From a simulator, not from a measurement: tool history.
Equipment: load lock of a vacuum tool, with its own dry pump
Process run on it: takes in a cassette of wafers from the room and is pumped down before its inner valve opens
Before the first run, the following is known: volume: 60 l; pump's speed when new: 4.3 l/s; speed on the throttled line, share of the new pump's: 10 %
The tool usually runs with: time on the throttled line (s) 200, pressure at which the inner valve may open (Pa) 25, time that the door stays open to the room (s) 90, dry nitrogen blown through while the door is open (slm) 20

run,hour,time on the throttled line (s),pressure at which the inner valve may open (Pa),time that the door stays open to the room (s),dry nitrogen blown through while the door is open (slm),"incoming humidity of the room's air, %",time from the closed door until the inner valve may open (s),rise of the pressure with all valves shut (Pa/min)
1,0.0,200,25,90,20,44.3,309.4,0.044
2,81.6,200,25,90,20,48.3,307.2,0.045
3,150.3,200,25,90,26,44.8,306.4,0.046
4,209.2,200,25,25,26,43.7,306.3,0.029
5,338.5,200,25,108,20,45.4,306.5,0.041
6,396.5,200,25,108,20,46.9,304.0,0.047
7,531.3,200,25,108,20,40.6,313.0,0.044
8,639.1,200,25,108,20,45.3,308.8,0.048
9,746.0,200,25,108,20,45.2,307.0,0.054
10,861.5,200,25,108,20,45.6,307.5,0.047
11,962.0,200,25,108,20,46.8,311.9,0.053
12,1044.4,200,25,108,20,43.1,307.5,0.054
13,1187.1,200,25,90,20,45.9,306.1,0.048
14,1258.9,200,25,90,20,46.5,305.3,0.044
15,1378.1,200,25,90,20,42.1,306.8,0.049
16,1437.5,200,25,90,20,39.5,309.1,0.047
17,1499.7,200,25,90,20,41.5,310.3,0.047
18,1561.1,200,25,32,20,43.7,306.2,0.039
19,1672.2,200,25,90,20,44.9,307.3,0.053
20,1768.5,394,41,64,9,43.4,475.7,0.054
21,1870.6,288,41,48,9,44.4,382.2,0.050
22,1952.3,139,41,48,4,49.1,247.3,0.063
23,2027.5,139,41,48,4,44.9,247.7,0.055
24,2136.1,139,41,63,37,41.8,248.1,0.039
25,2222.8,200,25,154,11,45.9,310.9,0.067
26,2329.7,200,25,154,11,43.0,309.0,0.063
27,2461.7,200,25,154,11,48.9,308.6,0.060
28,2520.3,260,25,52,20,48.2,364.8,0.056
29,2649.2,200,25,102,14,42.4,308.2,0.055
30,2763.0,281,39,56,20,49.2,371.9,0.052
31,2857.3,239,39,66,19,44.3,338.3,0.043
32,2953.5,200,25,90,6,44.8,312.7,0.068
33,3054.4,212,39,80,40,44.9,313.5,0.043
34,3172.9,155,27,90,28,48.2,270.0,0.053
35,3256.7,200,46,90,12,44.0,298.5,0.056
36,3345.0,139,47,28,11,44.9,247.1,0.055
37,3474.5,139,47,28,11,42.4,245.9,0.049

Alternative continuations, all from the tool just after run 37; predict every row:
A,3565.4,200,48,90,20,46.9,?,?
B,3565.4,110,47,28,6,40.9,?,?
C,3565.4,217,25,90,9,42.4,?,?

run,time from the closed door until the inner valve may open (s),rise of the pressure with all valves shut (Pa/min)
A,300.9,0.057
B,220.4,0.056
C,325.2,0.066
With no hidden state in the tool, these same runs would have given:
run,time from the closed door until the inner valve may open (s),rise of the pressure with all valves shut (Pa/min)
A,286.8,0.033
B,204.9,0.032
C,309.9,0.042

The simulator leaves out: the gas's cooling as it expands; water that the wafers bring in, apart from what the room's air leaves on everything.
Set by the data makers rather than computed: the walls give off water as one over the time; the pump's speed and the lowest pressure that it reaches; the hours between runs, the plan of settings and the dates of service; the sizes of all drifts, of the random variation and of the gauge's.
